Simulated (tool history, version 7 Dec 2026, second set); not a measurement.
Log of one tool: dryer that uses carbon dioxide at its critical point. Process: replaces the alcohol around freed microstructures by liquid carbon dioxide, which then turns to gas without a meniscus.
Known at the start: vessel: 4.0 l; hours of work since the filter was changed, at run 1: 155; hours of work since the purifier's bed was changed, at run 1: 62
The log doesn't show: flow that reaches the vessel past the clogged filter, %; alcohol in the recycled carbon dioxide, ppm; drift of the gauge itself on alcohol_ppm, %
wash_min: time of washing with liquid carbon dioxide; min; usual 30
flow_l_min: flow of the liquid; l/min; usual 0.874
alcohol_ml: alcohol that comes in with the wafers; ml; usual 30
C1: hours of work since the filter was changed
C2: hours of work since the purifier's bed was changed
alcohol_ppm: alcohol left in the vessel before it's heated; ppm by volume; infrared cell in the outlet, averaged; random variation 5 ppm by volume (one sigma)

run 1 day=0.000 | wash_min=30 flow_l_min=0.874 alcohol_ml=30 | C1=155 C2=62 | alcohol_ppm=66
run 2 day=0.158 | wash_min=30 flow_l_min=0.874 alcohol_ml=30 | C1=157 C2=65 | alcohol_ppm=69
run 3 day=0.388 | wash_min=30 flow_l_min=0.874 alcohol_ml=30 | C1=161 C2=68 | alcohol_ppm=65
run 4 day=0.733 | wash_min=30 flow_l_min=0.874 alcohol_ml=30 | C1=166 C2=73 | alcohol_ppm=60
run 5 day=0.904 | wash_min=30 flow_l_min=0.874 alcohol_ml=30 | C1=168 C2=76 | alcohol_ppm=74
-- day=1.067 inlet filter changed
run 6 day=1.279 | wash_min=30 flow_l_min=1.414 alcohol_ml=30 | C1=3 C2=81 | alcohol_ppm=26
run 7 day=1.562 | wash_min=30 flow_l_min=1.414 alcohol_ml=30 | C1=7 C2=85 | alcohol_ppm=20
run 8 day=1.729 | wash_min=30 flow_l_min=1.414 alcohol_ml=30 | C1=10 C2=87 | alcohol_ppm=29
run 9 day=1.962 | wash_min=24 flow_l_min=1.276 alcohol_ml=30 | C1=13 C2=91 | alcohol_ppm=34
run 10 day=2.179 | wash_min=30 flow_l_min=0.874 alcohol_ml=27 | C1=16 C2=94 | alcohol_ppm=49
run 11 day=2.496 | wash_min=25 flow_l_min=0.948 alcohol_ml=36 | C1=21 C2=99 | alcohol_ppm=94
run 12 day=2.779 | wash_min=40 flow_l_min=0.874 alcohol_ml=30 | C1=25 C2=103 | alcohol_ppm=32
run 13 day=3.004 | wash_min=29 flow_l_min=1.252 alcohol_ml=51 | C1=29 C2=106 | alcohol_ppm=38
run 14 day=3.271 | wash_min=29 flow_l_min=1.252 alcohol_ml=51 | C1=32 C2=110 | alcohol_ppm=43

4 ways to go on from here, each from the tool as it stands after run 14. What would each give?
run A day=3.650 | wash_min=25 flow_l_min=0.958 alcohol_ml=26 | C1=38 C2=116 | alcohol_ppm=?
run B day=3.650 | wash_min=28 flow_l_min=0.639 alcohol_ml=30 | C1=38 C2=116 | alcohol_ppm=?
run C day=3.650 | wash_min=39 flow_l_min=1.252 alcohol_ml=51 | C1=38 C2=116 | alcohol_ppm=?
run D day=3.650 | wash_min=29 flow_l_min=1.252 alcohol_ml=51 | C1=38 C2=116 | alcohol_ppm=?

run=A alcohol_ppm=81
run=B alcohol_ppm=231
run=C alcohol_ppm=32
run=D alcohol_ppm=33
Without the tool's hidden state the same runs would have given:
run=A alcohol_ppm=54
run=B alcohol_ppm=197
run=C alcohol_ppm=9
run=D alcohol_ppm=9
